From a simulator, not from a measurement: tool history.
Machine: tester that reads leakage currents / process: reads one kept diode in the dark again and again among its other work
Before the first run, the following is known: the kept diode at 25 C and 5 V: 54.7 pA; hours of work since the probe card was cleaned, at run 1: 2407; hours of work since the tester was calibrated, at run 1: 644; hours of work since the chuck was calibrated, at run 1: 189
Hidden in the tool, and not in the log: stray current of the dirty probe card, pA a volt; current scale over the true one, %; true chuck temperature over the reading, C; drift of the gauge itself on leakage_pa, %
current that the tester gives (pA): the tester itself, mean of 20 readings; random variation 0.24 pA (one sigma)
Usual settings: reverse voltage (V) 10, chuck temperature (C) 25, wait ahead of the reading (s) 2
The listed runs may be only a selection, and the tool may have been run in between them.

run	hour	reverse voltage (V)	chuck temperature (C)	wait ahead of the reading (s)	hours of work since the probe card was cleaned	hours of work since the tester was calibrated	hours of work since the chuck was calibrated	current that the tester gives (pA)
1	0	10	25	2	2407	644	189	83.66
2	47.3	10	25	2	2429	666	211	83.94
3	109	10	25	2	2458	695	240	83.96
4	158	10	25	2	2481	718	263	84.32
5	203.9	10	25	2	2502	739	285	85.19
6	252.9	10	42	2	2525	762	308	297.43
7	335.2	10	42	2	2564	801	346	298.51
8	385.8	10	25	2	2587	824	370	85.41
9	437.7	10	25	2	2612	849	394	85.81
10	499.9	10	25	2	2641	878	423	85.87
11	536.3	1.3	25	2	2658	895	440	29.48
12	606.1	10	25	1.29	2691	927	473	87.37
13	642.6	10	30	1.29	2708	944	490	126.71
14	698.2	10	30	1.29	2734	970	516	126.57
15	758.2	10	30	1.29	2762	999	544	126.8
16	807	10	30	1.8	2785	1021	567	126.89
17	855.7	10	30	1.8	2807	1044	590	126.55
18	920.3	10	30	1.8	2838	1074	620	127.13
19	972.2	9.3	20	1.9	2862	1099	644	58.43
20	1028.7	2.1	20	1.9	2888	1125	671	26.25
21	1104.9	2.1	57	2.01	2924	1161	706	390.74
22	1182.4	3.9	42	5.79	2960	1197	743	190.8
23	1233.3	3.9	42	5.79	2984	1221	767	191.71
24	1306.1	3.9	42	5.79	3018	1255	801	192.14
25	1350.6	4	59	0.3	3039	1276	821	625.96
26	1420.3	4	59	0.3	3072	1308	854	625.51
27	1490.9	1.4	46	0.3	3105	1341	887	153.53
28	1548.6	1.4	48	0.3	3132	1368	914	176.78
29	1625	1.4	48	0.3	3167	1404	950	176.93
# hour 1687.8: probe card cleaned and baked
30	1701.6	18.7	37	2	6	1439	984	292.23
31	1774.3	10	21	0.3	40	1473	1018	68.39
32	1855.5	3.8	25	0.35	78	1511	1056	54.69
33	1919.5	10	55	2	108	1541	1086	768.92
34	1953.1	5.2	55	2	124	1556	1102	552.94

Below are 4 alternative next runs, each starting from the tool's condition after run 34. Predict each:
A	2035.7	6.4	47	2.01	163	1595	1141	?
B	2035.7	7.3	55	2	163	1595	1141	?
C	2035.7	9.3	49	0.53	163	1595	1141	?
D	2035.7	10	50	2	163	1595	1141	?

run	current that the tester gives (pA)
A	358.7
B	661.62
C	499.65
D	549.87
Without the tool's hidden state the same runs would have given:
run	current that the tester gives (pA)
A	330.06
B	611.31
C	460.46
D	506.74

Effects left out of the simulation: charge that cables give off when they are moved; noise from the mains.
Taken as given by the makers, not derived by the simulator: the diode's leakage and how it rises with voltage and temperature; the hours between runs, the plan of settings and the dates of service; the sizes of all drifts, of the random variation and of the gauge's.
